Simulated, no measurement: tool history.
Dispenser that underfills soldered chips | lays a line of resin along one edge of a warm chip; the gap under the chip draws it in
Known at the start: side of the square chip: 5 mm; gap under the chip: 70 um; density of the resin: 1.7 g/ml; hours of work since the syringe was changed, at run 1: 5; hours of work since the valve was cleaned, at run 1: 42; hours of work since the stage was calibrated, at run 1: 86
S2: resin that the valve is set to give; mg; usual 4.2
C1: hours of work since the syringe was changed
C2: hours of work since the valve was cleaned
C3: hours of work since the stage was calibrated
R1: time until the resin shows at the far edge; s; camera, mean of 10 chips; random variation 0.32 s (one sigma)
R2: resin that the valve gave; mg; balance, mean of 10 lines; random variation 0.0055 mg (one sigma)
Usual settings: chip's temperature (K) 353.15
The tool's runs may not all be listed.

{"run": 1, "hour": 0.0, "chip's temperature (K)": 353.15, "S2": 4.2, "C1": 5, "C2": 42, "C3": 86, "R1": 16.4, "R2": 4.1}
{"hour": 2.4, "done": "new syringe of resin"}
{"run": 2, "hour": 8.2, "chip's temperature (K)": 353.15, "S2": 4.2, "C1": 4, "C2": 47, "C3": 91, "R1": 15.1, "R2": 4.085}
{"hour": 12.9, "done": "new syringe of resin"}
{"run": 3, "hour": 15.3, "chip's temperature (K)": 353.15, "S2": 3.63, "C1": 2, "C2": 52, "C3": 95, "R1": 13.7, "R2": 3.524}
{"hour": 17.4, "done": "dispensing valve cleaned and set on the balance"}
{"run": 4, "hour": 21.4, "chip's temperature (K)": 353.15, "S2": 3.94, "C1": 5, "C2": 3, "C3": 99, "R1": 16.8, "R2": 3.955}
{"hour": 24.7, "done": "new syringe of resin"}
{"run": 5, "hour": 25.9, "chip's temperature (K)": 353.15, "S2": 4.2, "C1": 1, "C2": 5, "C3": 102, "R1": 12.2, "R2": 4.213}
{"run": 6, "hour": 33.5, "chip's temperature (K)": 353.15, "S2": 4.2, "C1": 6, "C2": 10, "C3": 107, "R1": 17.3, "R2": 4.189}
{"hour": 35.2, "done": "new syringe of resin"}
{"run": 7, "hour": 41.6, "chip's temperature (K)": 353.15, "S2": 4.67, "C1": 4, "C2": 16, "C3": 112, "R1": 15.2, "R2": 4.644}
{"hour": 45.7, "done": "new syringe of resin"}
{"run": 8, "hour": 51.3, "chip's temperature (K)": 353.15, "S2": 4.67, "C1": 4, "C2": 22, "C3": 118, "R1": 14.6, "R2": 4.637}
{"run": 9, "hour": 55.7, "chip's temperature (K)": 353.15, "S2": 4.2, "C1": 7, "C2": 25, "C3": 121, "R1": 18.7, "R2": 4.154}
{"hour": 56.5, "done": "new syringe of resin"}
{"run": 10, "hour": 60.4, "chip's temperature (K)": 353.15, "S2": 4.2, "C1": 3, "C2": 28, "C3": 124, "R1": 13.8, "R2": 4.151}
{"run": 11, "hour": 65.9, "chip's temperature (K)": 340.15, "S2": 4.2, "C1": 6, "C2": 31, "C3": 127, "R1": 31.5, "R2": 4.134}
{"hour": 67.3, "done": "new syringe of resin"}
{"run": 12, "hour": 72.7, "chip's temperature (K)": 340.15, "S2": 4.2, "C1": 4, "C2": 36, "C3": 132, "R1": 27.4, "R2": 4.133}
{"hour": 78.3, "done": "new syringe of resin"}
{"run": 13, "hour": 81.3, "chip's temperature (K)": 340.15, "S2": 4.2, "C1": 2, "C2": 41, "C3": 137, "R1": 24.4, "R2": 4.122}
{"run": 14, "hour": 85.7, "chip's temperature (K)": 353.15, "S2": 3.67, "C1": 5, "C2": 44, "C3": 140, "R1": 17.3, "R2": 3.598}
{"hour": 89.4, "done": "new syringe of resin"}
{"run": 15, "hour": 94.3, "chip's temperature (K)": 353.15, "S2": 4.35, "C1": 3, "C2": 49, "C3": 146, "R1": 14.3, "R2": 4.239}
{"hour": 100.1, "done": "dispensing valve cleaned and set on the balance"}
{"hour": 101.1, "done": "new syringe of resin"}
{"run": 16, "hour": 101.2, "chip's temperature (K)": 353.15, "S2": 4.35, "C1": 0, "C2": 1, "C3": 149, "R1": 11.3, "R2": 4.328}
{"run": 17, "hour": 109.7, "chip's temperature (K)": 353.15, "S2": 4.35, "C1": 6, "C2": 6, "C3": 155, "R1": 17.4, "R2": 4.326}

Forecast run 18:
{"hour": 112.1, "done": "new syringe of resin"}
{"run": 18, "hour": 118.6, "chip's temperature (K)": 353.15, "S2": 4.35, "C1": 4, "C2": 12, "C3": 161, "R1": "?", "R2": "?"}

Run 18 gave R1 15.9 s, R2 4.318 mg.
Without the tool's hidden state the same run would have given R1 12.1 s, R2 4.36 mg.
